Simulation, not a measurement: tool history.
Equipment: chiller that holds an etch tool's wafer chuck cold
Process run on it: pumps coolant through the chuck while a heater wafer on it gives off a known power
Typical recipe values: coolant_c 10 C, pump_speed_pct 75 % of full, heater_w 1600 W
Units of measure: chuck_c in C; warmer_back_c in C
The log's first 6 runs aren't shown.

| run | day | coolant_c | pump_speed_pct | heater_w | chuck_c | warmer_back_c |
|---|---|---|---|---|---|---|
| 7 | 42.675 | 10 | 75 | 1600 | 27.1 | 3.86 |
| 8 | 47.496 | 10 | 75 | 1600 | 27.2 | 3.87 |
| 9 | 55.238 | 10 | 75 | 1600 | 27.5 | 3.88 |
| 10 | 60.617 | 10 | 75 | 1600 | 27.4 | 3.95 |
| 11 | 67.517 | 10 | 75 | 1600 | 27.6 | 3.95 |
| 12 | 75.971 | 10 | 75 | 1600 | 27.6 | 3.92 |
| 13 | 85.692 | 10 | 75 | 1600 | 27.6 | 3.92 |
| 14 | 94.233 | 10 | 75 | 1600 | 27.8 | 3.94 |
| 15 | 102.588 | 10 | 75 | 1600 | 27.9 | 4 |
|  | 105.904 | chiller's thermometer calibrated |
| 16 | 111.412 | 10 | 75 | 1600 | 28 | 4 |
| 17 | 119.338 | 17 | 75 | 844 | 26.2 | 2.09 |
| 18 | 123.767 | 8 | 62 | 1906 | 33.5 | 5.93 |
| 19 | 131.225 | 13 | 67 | 1130 | 27.2 | 3.25 |
| 20 | 139.233 | 13 | 67 | 1130 | 27 | 3.27 |
| 21 | 144.271 | 10 | 67 | 1043 | 23 | 3 |
| 22 | 149.583 | 10 | 67 | 1043 | 23.1 | 3.05 |
| 23 | 159.083 | 10 | 67 | 1043 | 23 | 3.11 |
| 24 | 163.667 | 15 | 71 | 1043 | 27.5 | 2.89 |
|  | 165.279 | chiller's thermometer calibrated, once more |
| 25 | 170.508 | 15 | 71 | 1043 | 28.2 | 2.89 |
| 26 | 174.604 | 15 | 71 | 1043 | 28.3 | 2.89 |
| 27 | 181.396 | 4 | 89 | 1726 | 22.3 | 3.77 |
| 28 | 189.371 | 18 | 65 | 2189 | 48 | 6.78 |
|  | 196.442 | coolant changed, channels flushed |
| 29 | 197.171 | 10 | 75 | 1003 | 21.4 | 2.68 |
| 30 | 204.142 | 2 | 61 | 1222 | 18.9 | 4.1 |
| 31 | 209.992 | 11 | 75 | 1600 | 29.5 | 4.31 |

4 options for the next run, each taken on its own from the tool as it stands now. Forecast them:
| A | 215.504 | 10 | 75 | 1761 | ? | ? |
| B | 215.504 | 20 | 68 | 954 | ? | ? |
| C | 215.504 | 11 | 60 | 1855 | ? | ? |
| D | 215.504 | 9 | 63 | 1600 | ? | ? |

| run | chuck_c | warmer_back_c |
|---|---|---|
| A | 30.2 | 4.8 |
| B | 32 | 2.85 |
| C | 36.8 | 6.43 |
| D | 30.7 | 5.22 |
Had the tool no hidden state, the same runs would have come out as:
| run | chuck_c | warmer_back_c |
|---|---|---|
| A | 27.6 | 4.04 |
| B | 30.5 | 2.39 |
| C | 33.5 | 5.4 |
| D | 27.9 | 4.38 |

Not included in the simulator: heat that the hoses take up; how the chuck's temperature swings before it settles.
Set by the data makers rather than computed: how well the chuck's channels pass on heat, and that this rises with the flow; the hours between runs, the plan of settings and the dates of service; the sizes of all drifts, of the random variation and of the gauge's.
